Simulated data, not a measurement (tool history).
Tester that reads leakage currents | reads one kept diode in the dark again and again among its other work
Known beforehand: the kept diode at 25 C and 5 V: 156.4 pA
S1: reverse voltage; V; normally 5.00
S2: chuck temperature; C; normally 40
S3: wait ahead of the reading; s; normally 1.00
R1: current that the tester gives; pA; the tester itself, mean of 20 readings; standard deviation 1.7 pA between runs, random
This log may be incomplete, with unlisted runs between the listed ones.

run 1 hour=0.0 | S1=5.00 S2=40 S3=1.00 | R1=559.06
run 2 hour=110.9 | S1=5.00 S2=40 S3=1.00 | R1=561.27
run 3 hour=213.7 | S1=5.00 S2=40 S3=1.00 | R1=564.27
run 4 hour=380.2 | S1=5.00 S2=40 S3=1.00 | R1=564.06
run 5 hour=455.4 | S1=5.00 S2=40 S3=1.00 | R1=560.96
run 6 hour=546.9 | S1=5.00 S2=40 S3=1.00 | R1=560.18
run 7 hour=716.8 | S1=5.00 S2=40 S3=1.00 | R1=562.10
run 8 hour=884.5 | S1=5.00 S2=40 S3=1.00 | R1=563.27
run 9 hour=1015.2 | S1=5.00 S2=40 S3=1.00 | R1=562.76
run 10 hour=1085.1 | S1=5.00 S2=40 S3=1.00 | R1=560.24
run 11 hour=1190.7 | S1=5.00 S2=40 S3=1.00 | R1=561.80
run 12 hour=1313.7 | S1=5.00 S2=40 S3=0.82 | R1=560.12
-- hour=1400.2 probe card cleaned and baked
run 13 hour=1459.3 | S1=5.00 S2=41 S3=1.00 | R1=604.77
-- hour=1520.2 tester calibrated
run 14 hour=1532.6 | S1=2.66 S2=25 S3=4.22 | R1=110.30
run 15 hour=1645.0 | S1=3.74 S2=25 S3=1.04 | R1=134.60
-- hour=1737.5 chuck's temperature calibrated
run 16 hour=1751.4 | S1=2.19 S2=21 S3=1.04 | R1=69.73
run 17 hour=1914.3 | S1=6.98 S2=37 S3=3.22 | R1=527.44
run 18 hour=2020.6 | S1=13.85 S2=24 S3=1.37 | R1=253.98
run 19 hour=2095.4 | S1=3.08 S2=27 S3=9.79 | R1=143.30
run 20 hour=2251.8 | S1=3.08 S2=27 S3=9.79 | R1=143.59
run 21 hour=2369.7 | S1=3.08 S2=27 S3=9.79 | R1=142.79
run 22 hour=2523.4 | S1=3.08 S2=27 S3=9.79 | R1=142.90
run 23 hour=2693.6 | S1=16.94 S2=27 S3=0.41 | R1=379.56
run 24 hour=2806.6 | S1=16.94 S2=27 S3=0.41 | R1=379.71
run 25 hour=2910.6 | S1=4.17 S2=31 S3=3.46 | R1=238.57

Alternative continuations, all from the tool just after run 25; predict every row:
run A hour=2983.2 | S1=16.86 S2=37 S3=1.00 | R1=?
run B hour=2983.2 | S1=2.27 S2=22 S3=3.46 | R1=?
run C hour=2983.2 | S1=13.58 S2=29 S3=1.76 | R1=?
run D hour=2983.2 | S1=11.12 S2=30 S3=1.41 | R1=?
run E hour=2983.2 | S1=11.65 S2=53 S3=3.46 | R1=?

run=A R1=863.15
run=B R1=77.15
run=C R1=390.38
run=D R1=381.96
run=E R1=2439.74
The same runs, with their run-to-run variation unchanged, on a tool lacking any hidden condition would have given:
run=A R1=864.19
run=B R1=77.25
run=C R1=390.81
run=D R1=382.40
run=E R1=2442.84
